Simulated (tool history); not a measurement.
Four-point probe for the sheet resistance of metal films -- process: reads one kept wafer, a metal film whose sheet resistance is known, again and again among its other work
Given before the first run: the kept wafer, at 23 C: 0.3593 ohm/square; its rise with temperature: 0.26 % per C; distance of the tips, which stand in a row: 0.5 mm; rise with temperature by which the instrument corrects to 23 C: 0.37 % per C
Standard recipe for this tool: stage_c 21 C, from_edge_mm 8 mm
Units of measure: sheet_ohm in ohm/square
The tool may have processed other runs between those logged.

run 1 hour=0.0 | stage_c=21 from_edge_mm=8 | sheet_ohm=0.365358
run 2 hour=67.3 | stage_c=21 from_edge_mm=8 | sheet_ohm=0.365510
run 3 hour=162.2 | stage_c=21 from_edge_mm=8 | sheet_ohm=0.365628
run 4 hour=261.1 | stage_c=22 from_edge_mm=8 | sheet_ohm=0.365448
-- hour=360.8 new probe head fitted
run 5 hour=367.7 | stage_c=22 from_edge_mm=8 | sheet_ohm=0.362711
run 6 hour=448.2 | stage_c=23 from_edge_mm=8 | sheet_ohm=0.362334
run 7 hour=555.8 | stage_c=21 from_edge_mm=8 | sheet_ohm=0.363425
run 8 hour=646.4 | stage_c=21 from_edge_mm=5 | sheet_ohm=0.364622
run 9 hour=722.2 | stage_c=21 from_edge_mm=5 | sheet_ohm=0.364808
run 10 hour=828.0 | stage_c=21 from_edge_mm=4 | sheet_ohm=0.366046
run 11 hour=895.3 | stage_c=21 from_edge_mm=4 | sheet_ohm=0.366109
run 12 hour=1010.9 | stage_c=21 from_edge_mm=4 | sheet_ohm=0.366345
run 13 hour=1104.2 | stage_c=21 from_edge_mm=19 | sheet_ohm=0.363518
run 14 hour=1166.7 | stage_c=21 from_edge_mm=19 | sheet_ohm=0.363653
run 15 hour=1215.9 | stage_c=21 from_edge_mm=41 | sheet_ohm=0.363578
run 16 hour=1271.0 | stage_c=21 from_edge_mm=41 | sheet_ohm=0.363654
run 17 hour=1366.1 | stage_c=21 from_edge_mm=41 | sheet_ohm=0.363791
run 18 hour=1423.4 | stage_c=21 from_edge_mm=41 | sheet_ohm=0.363949
run 19 hour=1497.5 | stage_c=21 from_edge_mm=8 | sheet_ohm=0.364677
run 20 hour=1553.8 | stage_c=21 from_edge_mm=8 | sheet_ohm=0.364724
run 21 hour=1635.6 | stage_c=21 from_edge_mm=8 | sheet_ohm=0.365060
run 22 hour=1726.2 | stage_c=32 from_edge_mm=8 | sheet_ohm=0.360996
run 23 hour=1833.8 | stage_c=29 from_edge_mm=8 | sheet_ohm=0.362129
run 24 hour=1891.9 | stage_c=22 from_edge_mm=5 | sheet_ohm=0.366210
run 25 hour=2002.4 | stage_c=22 from_edge_mm=5 | sheet_ohm=0.366280
run 26 hour=2081.4 | stage_c=32 from_edge_mm=28 | sheet_ohm=0.360940
run 27 hour=2176.2 | stage_c=34 from_edge_mm=20 | sheet_ohm=0.360349
run 28 hour=2256.2 | stage_c=33 from_edge_mm=12 | sheet_ohm=0.360892
run 29 hour=2332.0 | stage_c=33 from_edge_mm=12 | sheet_ohm=0.361242
run 30 hour=2437.1 | stage_c=33 from_edge_mm=12 | sheet_ohm=0.361296
-- hour=2447.0 stage's thermometer calibrated
run 31 hour=2486.1 | stage_c=27 from_edge_mm=8 | sheet_ohm=0.364153
run 32 hour=2545.2 | stage_c=24 from_edge_mm=61 | sheet_ohm=0.364518
run 33 hour=2643.4 | stage_c=18 from_edge_mm=43 | sheet_ohm=0.367188
-- hour=2683.7 stage's thermometer calibrated, once more
run 34 hour=2741.5 | stage_c=26 from_edge_mm=33 | sheet_ohm=0.363185
run 35 hour=2823.8 | stage_c=26 from_edge_mm=33 | sheet_ohm=0.363320
run 36 hour=2875.5 | stage_c=33 from_edge_mm=41 | sheet_ohm=0.360801
run 37 hour=2991.6 | stage_c=28 from_edge_mm=12 | sheet_ohm=0.363056
run 38 hour=3059.2 | stage_c=33 from_edge_mm=28 | sheet_ohm=0.360937
run 39 hour=3133.9 | stage_c=26 from_edge_mm=28 | sheet_ohm=0.363808
run 40 hour=3220.2 | stage_c=25 from_edge_mm=7 | sheet_ohm=0.365199
run 41 hour=3337.2 | stage_c=25 from_edge_mm=10 | sheet_ohm=0.365046
run 42 hour=3431.0 | stage_c=20 from_edge_mm=29 | sheet_ohm=0.366553
run 43 hour=3496.3 | stage_c=20 from_edge_mm=29 | sheet_ohm=0.366649
run 44 hour=3550.5 | stage_c=19 from_edge_mm=8 | sheet_ohm=0.367970
-- hour=3572.1 new probe head fitted
run 45 hour=3627.8 | stage_c=19 from_edge_mm=8 | sheet_ohm=0.361010

Each run again, without the hidden state but with its own random variation kept:
The tool's hidden condition here consists of: inner tips' distance over the nominal, %; tips' flats over new ones', %; wafer's true temperature over the reading, C; drift of the gauge itself on sheet_ohm, %.
run=1 sheet_ohm=0.360793
run=2 sheet_ohm=0.360851
run=3 sheet_ohm=0.360839
run=4 sheet_ohm=0.360525
run=5 sheet_ohm=0.360446
run=6 sheet_ohm=0.359955
run=7 sheet_ohm=0.360877
run=8 sheet_ohm=0.361939
run=9 sheet_ohm=0.362014
run=10 sheet_ohm=0.363076
run=11 sheet_ohm=0.363038
run=12 sheet_ohm=0.363098
run=13 sheet_ohm=0.360157
run=14 sheet_ohm=0.360199
run=15 sheet_ohm=0.360051
run=16 sheet_ohm=0.360045
run=17 sheet_ohm=0.360032
run=18 sheet_ohm=0.360108
run=19 sheet_ohm=0.360718
run=20 sheet_ohm=0.360689
run=21 sheet_ohm=0.360901
run=22 sheet_ohm=0.356768
run=23 sheet_ohm=0.357723
run=24 sheet_ohm=0.361664
run=25 sheet_ohm=0.361572
run=26 sheet_ohm=0.356203
run=27 sheet_ohm=0.355486
run=28 sheet_ohm=0.355903
run=29 sheet_ohm=0.356142
run=30 sheet_ohm=0.356042
run=31 sheet_ohm=0.358624
run=32 sheet_ohm=0.358882
run=33 sheet_ohm=0.361350
run=34 sheet_ohm=0.358206
run=35 sheet_ohm=0.358227
run=36 sheet_ohm=0.355667
run=37 sheet_ohm=0.357709
run=38 sheet_ohm=0.355522
run=39 sheet_ohm=0.358246
run=40 sheet_ohm=0.359491
run=41 sheet_ohm=0.359166
run=42 sheet_ohm=0.360514
run=43 sheet_ohm=0.360518
run=44 sheet_ohm=0.361746
run=45 sheet_ohm=0.361649

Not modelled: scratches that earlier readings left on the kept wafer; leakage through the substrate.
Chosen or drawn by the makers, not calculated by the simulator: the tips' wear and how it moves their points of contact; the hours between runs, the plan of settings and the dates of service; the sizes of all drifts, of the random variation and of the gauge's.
